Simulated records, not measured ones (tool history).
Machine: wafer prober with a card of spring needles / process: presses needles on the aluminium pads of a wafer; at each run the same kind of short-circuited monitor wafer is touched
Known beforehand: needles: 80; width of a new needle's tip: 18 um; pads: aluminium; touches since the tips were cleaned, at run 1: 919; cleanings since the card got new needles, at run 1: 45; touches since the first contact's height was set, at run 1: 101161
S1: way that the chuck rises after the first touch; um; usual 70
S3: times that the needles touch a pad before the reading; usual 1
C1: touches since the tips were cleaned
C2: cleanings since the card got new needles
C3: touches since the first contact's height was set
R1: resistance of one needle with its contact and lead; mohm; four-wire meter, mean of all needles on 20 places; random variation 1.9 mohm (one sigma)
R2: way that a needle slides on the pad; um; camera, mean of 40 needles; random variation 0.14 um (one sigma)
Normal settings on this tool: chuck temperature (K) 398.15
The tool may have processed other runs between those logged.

run 1 hour=0 | S1=70 chuck_temperature_(K)=398.15 S3=1 | C1=919 C2=45 C3=101161 | R1=211 R2=11.45
-- hour=4.8 tips cleaned on abrasive film
-- hour=11.2 tips cleaned on abrasive film
-- hour=19.2 tips cleaned on abrasive film
-- hour=25.6 tips cleaned on abrasive film
run 2 hour=28.3 | S1=70 chuck_temperature_(K)=398.15 S3=1 | C1=858 C2=49 C3=110041 | R1=218 R2=11.05
-- hour=33.2 tips cleaned on abrasive film
-- hour=41.1 tips cleaned on abrasive film
-- hour=47.6 tips cleaned on abrasive film
-- hour=54 tips cleaned on abrasive film
run 3 hour=55.1 | S1=75 chuck_temperature_(K)=398.15 S3=1 | C1=364 C2=53 C3=118422 | R1=214 R2=11.67
-- hour=61.5 tips cleaned on abrasive film
-- hour=67.9 tips cleaned on abrasive film
-- hour=74.4 tips cleaned on abrasive film
-- hour=80.8 tips cleaned on abrasive film
-- hour=87.2 tips cleaned on abrasive film
run 4 hour=90.8 | S1=55 chuck_temperature_(K)=398.15 S3=1 | C1=1146 C2=58 C3=129598 | R1=229 R2=8.1
-- hour=94 tips cleaned on abrasive film
-- hour=100.5 tips cleaned on abrasive film
-- hour=108.4 tips cleaned on abrasive film
-- hour=113.3 tips cleaned on abrasive film, once more
run 5 hour=117.8 | S1=70 chuck_temperature_(K)=398.15 S3=1 | C1=1427 C2=62 C3=138047 | R1=224 R2=10.52
-- hour=121 tips cleaned on abrasive film
-- hour=129 tips cleaned on abrasive film
-- hour=135.4 tips cleaned on abrasive film
run 6 hour=141.5 | S1=70 chuck_temperature_(K)=398.15 S3=1 | C1=1938 C2=65 C3=145501 | R1=226 R2=10.45
-- hour=143.2 tips cleaned on abrasive film
-- hour=151.2 tips cleaned on abrasive film
-- hour=157.6 tips cleaned on abrasive film
-- hour=165.6 tips cleaned on abrasive film
run 7 hour=166.5 | S1=61 chuck_temperature_(K)=398.15 S3=1 | C1=275 C2=69 C3=153297 | R1=220 R2=9
-- hour=172.9 tips cleaned on abrasive film
-- hour=180.8 tips cleaned on abrasive film
-- hour=187.2 tips cleaned on abrasive film
-- hour=193.6 tips cleaned on abrasive film
-- hour=200 tips cleaned on abrasive film
run 8 hour=202.6 | S1=70 chuck_temperature_(K)=397.15 S3=1 | C1=807 C2=74 C3=164621 | R1=218 R2=10.47
-- hour=207.4 tips cleaned on abrasive film
-- hour=213.8 tips cleaned on abrasive film
-- hour=221.8 tips cleaned on abrasive film
-- hour=228.2 tips cleaned on abrasive film
-- hour=236.2 tips cleaned on abrasive film
run 9 hour=237.4 | S1=70 chuck_temperature_(K)=397.15 S3=2 | C1=401 C2=79 C3=175535 | R1=213 R2=10.21
-- hour=243.8 tips cleaned on abrasive film
-- hour=250.3 tips cleaned on abrasive film
run 10 hour=255.1 | S1=70 chuck_temperature_(K)=397.15 S3=2 | C1=1534 C2=81 C3=181081 | R1=216 R2=10.1
-- hour=256.8 tips cleaned on abrasive film
-- hour=258.7 height of the first contact set anew
-- hour=263.5 tips cleaned on abrasive film
-- hour=269.9 tips cleaned on abrasive film
-- hour=276.3 tips cleaned on abrasive film
run 11 hour=281.5 | S1=70 chuck_temperature_(K)=397.15 S3=2 | C1=1657 C2=85 C3=7173 | R1=213 R2=11.74
-- hour=283.2 tips cleaned on abrasive film
-- hour=291.2 tips cleaned on abrasive film
-- hour=299.2 tips cleaned on abrasive film
-- hour=305.6 tips cleaned on abrasive film
run 12 hour=306.7 | S1=70 chuck_temperature_(K)=398.15 S3=1 | C1=357 C2=89 C3=15054 | R1=206 R2=12.2
-- hour=313.1 tips cleaned on abrasive film
-- hour=321.1 tips cleaned on abrasive film
run 13 hour=325 | S1=54 chuck_temperature_(K)=398.15 S3=1 | C1=1229 C2=91 C3=20797 | R1=224 R2=9.41
-- hour=328.2 tips cleaned on abrasive film
-- hour=334.7 tips cleaned on abrasive film
-- hour=341.6 tips cleaned on abrasive film
run 14 hour=341.6 | S1=54 chuck_temperature_(K)=398.15 S3=1 | C1=0 C2=94 C3=25987 | R1=214 R2=9.2
-- hour=348 tips cleaned on abrasive film
-- hour=356 tips cleaned on abrasive film
-- hour=362.4 tips cleaned on abrasive film
-- hour=370.4 tips cleaned on abrasive film
run 15 hour=370.5 | S1=87 chuck_temperature_(K)=322.15 S3=1 | C1=17 C2=98 C3=35025 | R1=188 R2=14.95
-- hour=376.9 tips cleaned on abrasive film
-- hour=384.9 tips cleaned on abrasive film
-- hour=392.8 tips cleaned on abrasive film
-- hour=400.6 tips cleaned on abrasive film
run 16 hour=400.6 | S1=87 chuck_temperature_(K)=322.15 S3=1 | C1=0 C2=102 C3=44460 | R1=190 R2=14.72
-- hour=407 tips cleaned on abrasive film
-- hour=413.4 tips cleaned on abrasive film
-- hour=419.8 tips cleaned on abrasive film
-- hour=426.2 tips cleaned on abrasive film
run 17 hour=432.5 | S1=85 chuck_temperature_(K)=398.15 S3=1 | C1=2005 C2=106 C3=54489 | R1=215 R2=14.46
-- hour=434.2 tips cleaned on abrasive film
-- hour=442.2 tips cleaned on abrasive film
-- hour=448.6 tips cleaned on abrasive film
-- hour=455 tips cleaned on abrasive film
-- hour=461.4 tips cleaned on abrasive film
run 18 hour=464.9 | S1=85 chuck_temperature_(K)=398.15 S3=1 | C1=1104 C2=111 C3=64620 | R1=211 R2=14.19
-- hour=468.1 tips cleaned on abrasive film
-- hour=474.6 tips cleaned on abrasive film
-- hour=481 tips cleaned on abrasive film
-- hour=487.4 tips cleaned on abrasive film
run 19 hour=490.9 | S1=54 chuck_temperature_(K)=321.15 S3=2 | C1=1120 C2=115 C3=72759 | R1=209 R2=8.78
-- hour=494.2 tips cleaned on abrasive film
-- hour=500.6 tips cleaned on abrasive film
-- hour=508.6 tips cleaned on abrasive film
-- hour=516.5 tips cleaned on abrasive film
-- hour=524.4 tips cleaned on abrasive film
run 20 hour=524.4 | S1=54 chuck_temperature_(K)=321.15 S3=2 | C1=0 C2=120 C3=83239 | R1=199 R2=8.57
-- hour=532.3 tips cleaned on abrasive film
-- hour=538.7 tips cleaned on abrasive film
-- hour=545.2 tips cleaned on abrasive film
-- hour=553.1 tips cleaned on abrasive film
run 21 hour=555.2 | S1=54 chuck_temperature_(K)=321.15 S3=2 | C1=647 C2=124 C3=92900 | R1=204 R2=8.79
-- hour=560 tips cleaned on abrasive film
-- hour=568 tips cleaned on abrasive film
-- hour=574.4 tips cleaned on abrasive film
-- hour=580.8 tips cleaned on abrasive film
-- hour=588.8 tips cleaned on abrasive film
run 22 hour=592.7 | S1=54 chuck_temperature_(K)=321.15 S3=2 | C1=1229 C2=129 C3=104650 | R1=210 R2=8.54
-- hour=595.9 tips cleaned on abrasive film
-- hour=603.9 tips cleaned on abrasive film
-- hour=610.3 tips cleaned on abrasive film
-- hour=616.7 tips cleaned on abrasive film
-- hour=623.3 tips cleaned on abrasive film
run 23 hour=623.3 | S1=83 chuck_temperature_(K)=331.15 S3=1 | C1=0 C2=134 C3=114219 | R1=192 R2=13.29
-- hour=629.7 tips cleaned on abrasive film
-- hour=636.1 tips cleaned on abrasive film
-- hour=642.5 tips cleaned on abrasive film
-- hour=648.9 tips cleaned on abrasive film
-- hour=655.8 tips cleaned on abrasive film
run 24 hour=655.8 | S1=70 chuck_temperature_(K)=299.15 S3=2 | C1=0 C2=139 C3=124417 | R1=189 R2=10.96
-- hour=663.8 tips cleaned on abrasive film
-- hour=671.8 tips cleaned on abrasive film
run 25 hour=675.4 | S1=70 chuck_temperature_(K)=299.15 S3=2 | C1=1144 C2=141 C3=130569 | R1=198 R2=10.93
-- hour=678.7 tips cleaned on abrasive film
-- hour=685.1 tips cleaned on abrasive film
-- hour=693.1 tips cleaned on abrasive film
run 26 hour=696.9 | S1=75 chuck_temperature_(K)=338.15 S3=1 | C1=1215 C2=144 C3=137304 | R1=209 R2=11.86
-- hour=700.2 tips cleaned on abrasive film
-- hour=706.6 tips cleaned on abrasive film
-- hour=713 tips cleaned on abrasive film
-- hour=721 tips cleaned on abrasive film
-- hour=727.4 tips cleaned on abrasive film
run 27 hour=730.6 | S1=78 chuck_temperature_(K)=304.15 S3=2 | C1=1028 C2=149 C3=147861 | R1=194 R2=12.13

Branching from run 27: 3 alternative next runs. What would each branch give?
-- hour=733.9 tips cleaned on abrasive film
-- hour=740.3 tips cleaned on abrasive film
-- hour=746.7 tips cleaned on abrasive film
-- hour=753.2 tips cleaned on abrasive film
-- hour=761.1 tips cleaned on abrasive film
run A hour=766.5 | S1=82 chuck_temperature_(K)=385.15 S3=1 | C1=1690 C2=154 C3=159093 | R1=? R2=?
-- hour=733.9 tips cleaned on abrasive film
-- hour=740.3 tips cleaned on abrasive film
-- hour=746.7 tips cleaned on abrasive film
-- hour=753.2 tips cleaned on abrasive film
-- hour=761.1 tips cleaned on abrasive film
run B hour=766.5 | S1=59 chuck_temperature_(K)=313.15 S3=2 | C1=1690 C2=154 C3=159093 | R1=? R2=?
-- hour=733.9 tips cleaned on abrasive film
-- hour=740.3 tips cleaned on abrasive film
-- hour=746.7 tips cleaned on abrasive film
-- hour=753.2 tips cleaned on abrasive film
-- hour=761.1 tips cleaned on abrasive film
run C hour=766.5 | S1=90 chuck_temperature_(K)=322.15 S3=1 | C1=1690 C2=154 C3=159093 | R1=? R2=?

run=A R1=220 R2=12.94
run=B R1=220 R2=8.91
run=C R1=204 R2=14.18
With no hidden state in the tool, these same runs would have given:
run=A R1=199 R2=14.33
run=B R1=192 R2=10.3
run=C R1=185 R2=15.55
